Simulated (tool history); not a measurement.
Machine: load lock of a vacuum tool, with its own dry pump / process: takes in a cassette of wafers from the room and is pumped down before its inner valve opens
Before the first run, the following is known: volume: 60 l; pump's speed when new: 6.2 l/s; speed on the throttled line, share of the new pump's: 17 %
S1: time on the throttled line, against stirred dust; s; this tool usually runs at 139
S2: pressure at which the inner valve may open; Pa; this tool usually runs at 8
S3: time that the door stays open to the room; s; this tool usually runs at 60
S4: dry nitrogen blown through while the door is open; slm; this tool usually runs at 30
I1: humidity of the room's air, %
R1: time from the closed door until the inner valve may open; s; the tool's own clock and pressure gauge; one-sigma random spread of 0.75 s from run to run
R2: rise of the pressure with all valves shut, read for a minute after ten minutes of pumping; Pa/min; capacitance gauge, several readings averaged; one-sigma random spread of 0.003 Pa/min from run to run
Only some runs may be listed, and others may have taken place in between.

{"run": 1, "hour": 0.0, "S1": 139, "S2": 8, "S3": 60, "S4": 30, "I1": 43.6, "R1": 211.0, "R2": 0.384}
{"run": 2, "hour": 251.1, "S1": 139, "S2": 8, "S3": 60, "S4": 30, "I1": 43.2, "R1": 211.9, "R2": 0.396}
{"run": 3, "hour": 569.4, "S1": 139, "S2": 8, "S3": 62, "S4": 30, "I1": 48.0, "R1": 213.5, "R2": 0.418}
{"run": 4, "hour": 958.8, "S1": 139, "S2": 8, "S3": 62, "S4": 30, "I1": 44.9, "R1": 212.8, "R2": 0.423}
{"run": 5, "hour": 1201.0, "S1": 139, "S2": 8, "S3": 62, "S4": 30, "I1": 42.3, "R1": 212.4, "R2": 0.441}
{"run": 6, "hour": 1637.1, "S1": 139, "S2": 8, "S3": 60, "S4": 30, "I1": 43.4, "R1": 214.6, "R2": 0.453}
{"run": 7, "hour": 1891.0, "S1": 157, "S2": 8, "S3": 60, "S4": 30, "I1": 44.2, "R1": 227.7, "R2": 0.468}
{"run": 8, "hour": 2235.1, "S1": 157, "S2": 8, "S3": 60, "S4": 35, "I1": 47.2, "R1": 228.4, "R2": 0.501}
{"run": 9, "hour": 2519.2, "S1": 157, "S2": 8, "S3": 60, "S4": 35, "I1": 43.1, "R1": 229.2, "R2": 0.496}
{"run": 10, "hour": 2711.0, "S1": 157, "S2": 8, "S3": 60, "S4": 35, "I1": 46.9, "R1": 229.7, "R2": 0.509}
{"run": 11, "hour": 3028.0, "S1": 157, "S2": 8, "S3": 60, "S4": 35, "I1": 45.3, "R1": 230.4, "R2": 0.538}
{"run": 12, "hour": 3327.4, "S1": 157, "S2": 8, "S3": 60, "S4": 35, "I1": 46.3, "R1": 230.0, "R2": 0.54}
{"run": 13, "hour": 3566.6, "S1": 157, "S2": 8, "S3": 60, "S4": 35, "I1": 47.1, "R1": 228.8, "R2": 0.541}
{"run": 14, "hour": 4000.1, "S1": 157, "S2": 8, "S3": 60, "S4": 35, "I1": 46.2, "R1": 229.6, "R2": 0.58}
{"run": 15, "hour": 4411.5, "S1": 157, "S2": 8, "S3": 60, "S4": 35, "I1": 47.6, "R1": 229.0, "R2": 0.6}
{"run": 16, "hour": 4691.8, "S1": 157, "S2": 8, "S3": 60, "S4": 35, "I1": 44.7, "R1": 230.3, "R2": 0.622}
{"run": 17, "hour": 5024.0, "S1": 157, "S2": 8, "S3": 60, "S4": 35, "I1": 45.8, "R1": 230.4, "R2": 0.622}
{"run": 18, "hour": 5272.8, "S1": 157, "S2": 8, "S3": 60, "S4": 35, "I1": 41.0, "R1": 229.4, "R2": 0.654}
{"run": 19, "hour": 5628.8, "S1": 139, "S2": 11, "S3": 137, "S4": 30, "I1": 46.8, "R1": 211.8, "R2": 0.684}
{"run": 20, "hour": 5858.1, "S1": 250, "S2": 8, "S3": 60, "S4": 17, "I1": 44.1, "R1": 305.1, "R2": 0.683}
{"run": 21, "hour": 6319.8, "S1": 250, "S2": 8, "S3": 60, "S4": 17, "I1": 47.3, "R1": 308.4, "R2": 0.72}
{"hour": 6425.8, "done": "door's seal changed, seat wiped"}
{"run": 22, "hour": 6746.3, "S1": 139, "S2": 8, "S3": 60, "S4": 9, "I1": 43.2, "R1": 217.6, "R2": 0.043}
{"run": 23, "hour": 6972.1, "S1": 139, "S2": 8, "S3": 237, "S4": 30, "I1": 47.1, "R1": 216.6, "R2": 0.061}
{"run": 24, "hour": 7211.3, "S1": 139, "S2": 8, "S3": 237, "S4": 30, "I1": 44.8, "R1": 216.8, "R2": 0.057}
{"run": 25, "hour": 7424.1, "S1": 139, "S2": 12, "S3": 102, "S4": 30, "I1": 47.8, "R1": 211.9, "R2": 0.044}
{"run": 26, "hour": 7855.1, "S1": 139, "S2": 13, "S3": 59, "S4": 30, "I1": 44.3, "R1": 210.3, "R2": 0.045}
{"run": 27, "hour": 8152.7, "S1": 139, "S2": 13, "S3": 59, "S4": 30, "I1": 45.7, "R1": 211.1, "R2": 0.046}
{"hour": 8452.1, "done": "dry pump taken out, an overhauled one fitted"}
{"run": 28, "hour": 8623.0, "S1": 96, "S2": 8, "S3": 60, "S4": 13, "I1": 46.1, "R1": 172.0, "R2": 0.068}
{"run": 29, "hour": 8862.8, "S1": 96, "S2": 8, "S3": 60, "S4": 13, "I1": 44.6, "R1": 173.0, "R2": 0.066}
{"run": 30, "hour": 9080.0, "S1": 139, "S2": 6, "S3": 60, "S4": 29, "I1": 45.8, "R1": 213.1, "R2": 0.063}
{"run": 31, "hour": 9284.9, "S1": 143, "S2": 7, "S3": 153, "S4": 19, "I1": 42.3, "R1": 213.7, "R2": 0.095}
{"run": 32, "hour": 9640.9, "S1": 98, "S2": 11, "S3": 39, "S4": 23, "I1": 41.7, "R1": 170.7, "R2": 0.072}
{"run": 33, "hour": 9999.7, "S1": 139, "S2": 8, "S3": 128, "S4": 30, "I1": 44.6, "R1": 209.8, "R2": 0.1}
{"run": 34, "hour": 10303.2, "S1": 139, "S2": 9, "S3": 81, "S4": 45, "I1": 44.0, "R1": 208.5, "R2": 0.092}
{"run": 35, "hour": 10509.9, "S1": 139, "S2": 9, "S3": 81, "S4": 45, "I1": 50.2, "R1": 208.3, "R2": 0.099}
{"run": 36, "hour": 10751.0, "S1": 139, "S2": 9, "S3": 81, "S4": 45, "I1": 44.2, "R1": 208.4, "R2": 0.098}

Each row is a separate what-if for the run after 36, all from the same tool condition, not one after another. Results?
{"run": "A", "hour": 10961.6, "S1": 77, "S2": 12, "S3": 85, "S4": 30, "I1": 42.3, "R1": "?", "R2": "?"}
{"run": "B", "hour": 10961.6, "S1": 185, "S2": 8, "S3": 60, "S4": 30, "I1": 40.8, "R1": "?", "R2": "?"}
{"run": "C", "hour": 10961.6, "S1": 192, "S2": 9, "S3": 81, "S4": 14, "I1": 44.6, "R1": "?", "R2": "?"}

run=A R1=154.8 R2=0.115
run=B R1=248.0 R2=0.106
run=C R1=251.3 R2=0.122
Stripped of hidden state, with their random variation kept, the same runs would have yielded:
run=A R1=153.5 R2=0.035
run=B R1=247.0 R2=0.025
run=C R1=250.3 R2=0.041
